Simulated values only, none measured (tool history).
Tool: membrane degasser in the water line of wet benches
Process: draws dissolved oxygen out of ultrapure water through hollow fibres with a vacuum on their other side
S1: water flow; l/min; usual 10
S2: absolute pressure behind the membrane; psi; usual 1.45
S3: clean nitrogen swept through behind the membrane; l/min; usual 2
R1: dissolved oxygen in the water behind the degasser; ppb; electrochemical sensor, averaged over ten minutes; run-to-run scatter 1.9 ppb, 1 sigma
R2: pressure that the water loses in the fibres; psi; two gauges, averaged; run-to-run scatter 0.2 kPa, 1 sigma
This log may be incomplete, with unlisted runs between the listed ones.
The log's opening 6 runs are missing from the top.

Run 7, day 7.496: usual settings. Result: R1 189.1 ppb, R2 6.75 psi.
Run 8, day 9.446: usual settings but S2 1.28 psi. Result: R1 180 ppb, R2 6.757 psi.
Run 9, day 11.238: usual settings. Result: R1 193.6 ppb, R2 6.721 psi.
Run 10, day 13.079: usual settings but S2 1.32 psi. Result: R1 183.3 ppb, R2 6.778 psi.
Run 11, day 14.238: usual settings. Result: R1 193.7 ppb, R2 6.749 psi.
Run 12, day 15.4: usual settings but S3 5.86 l/min. Result: R1 137.9 ppb, R2 6.759 psi.
Run 13, day 17.042: usual settings. Result: R1 193.2 ppb, R2 6.754 psi.
Run 14, day 18.862: usual settings. Result: R1 189.2 ppb, R2 6.731 psi.
Run 15, day 20.471: usual settings but S1 11 l/min. Result: R1 232.4 ppb, R2 7.414 psi.
Run 16, day 21.592: usual settings but S1 11 l/min. Result: R1 232.7 ppb, R2 7.436 psi.
Run 17, day 22.942: usual settings but S1 11 l/min. Result: R1 226.2 ppb, R2 7.397 psi.
Run 18, day 24.8: usual settings but S1 11 l/min. Result: R1 227.5 ppb, R2 7.442 psi.
Run 19, day 25.925: usual settings but S1 11 l/min. Result: R1 234 ppb, R2 7.49 psi.
Run 20, day 27.362: usual settings but S1 13 l/min, S2 1.42 psi, S3 4.06 l/min. Result: R1 256.3 ppb, R2 8.82 psi.
Run 21, day 28.454: usual settings but S1 13 l/min, S2 1.42 psi, S3 4.06 l/min. Result: R1 259.9 ppb, R2 8.801 psi.
Run 22, day 29.496: usual settings but S1 13 l/min, S3 3.38 l/min. Result: R1 271.2 ppb, R2 8.754 psi.
Run 23, day 31: usual settings but S1 6 l/min, S2 0.94 psi, S3 3.25 l/min. Result: R1 41.6 ppb, R2 4.058 psi.
Run 24, day 32.742: usual settings but S1 13 l/min, S2 1.52 psi, S3 2.44 l/min. Result: R1 291.6 ppb, R2 8.712 psi.
Run 25, day 34.175: usual settings but S1 8 l/min, S2 1.16 psi. Result: R1 109.4 ppb, R2 5.388 psi.
Run 26, day 36.225: usual settings but S1 9 l/min, S2 1.16 psi. Result: R1 140.4 ppb, R2 6.067 psi.
Run 27, day 38.275: usual settings but S1 9 l/min, S2 1.16 psi. Result: R1 134 ppb, R2 6.092 psi.
Run 28, day 39.842: usual settings but S1 9 l/min, S2 1.16 psi. Result: R1 137.4 ppb, R2 6.058 psi.
Run 29, day 41.717: usual settings but S1 9 l/min, S3 5.79 l/min. Result: R1 110.3 ppb, R2 6.067 psi.
Run 30, day 43.296: usual settings but S1 7 l/min, S2 1.52 psi, S3 3.8 l/min. Result: R1 75.1 ppb, R2 4.775 psi.
Run 31, day 44.238: usual settings but S1 7 l/min, S2 1.52 psi, S3 3.8 l/min. Result: R1 75.4 ppb, R2 4.74 psi.

Each row is a separate what-if for the run after 31, all from the same tool condition, not one after another. Results?
Run A, day 46.338: usual settings but S1 7 l/min, S2 2.22 psi, S3 2.17 l/min. Result: R1 ?, R2 ?.
Run B, day 46.338: usual settings but S2 1.12 psi. Result: R1 ?, R2 ?.
Run C, day 46.338: usual settings but S1 7 l/min, S2 3.54 psi, S3 2.56 l/min. Result: R1 ?, R2 ?.
Run D, day 46.338: usual settings but S1 7 l/min, S2 1.52 psi, S3 2.91 l/min. Result: R1 ?, R2 ?.
Run E, day 46.338: usual settings but S2 1.52 psi, S3 0.81 l/min. Result: R1 ?, R2 ?.

run     R1     R2
  A  139.9   4.73
  B  165.2  6.794
  C  186.4  4.685
  D   86.7  4.737
  E  319.4  6.736
With no hidden state in the tool, these same runs would have given:
run     R1     R2
  A  136.1  4.701
  B  160.3  6.753
  C    182  4.656
  D   83.9  4.708
  E  311.6  6.695
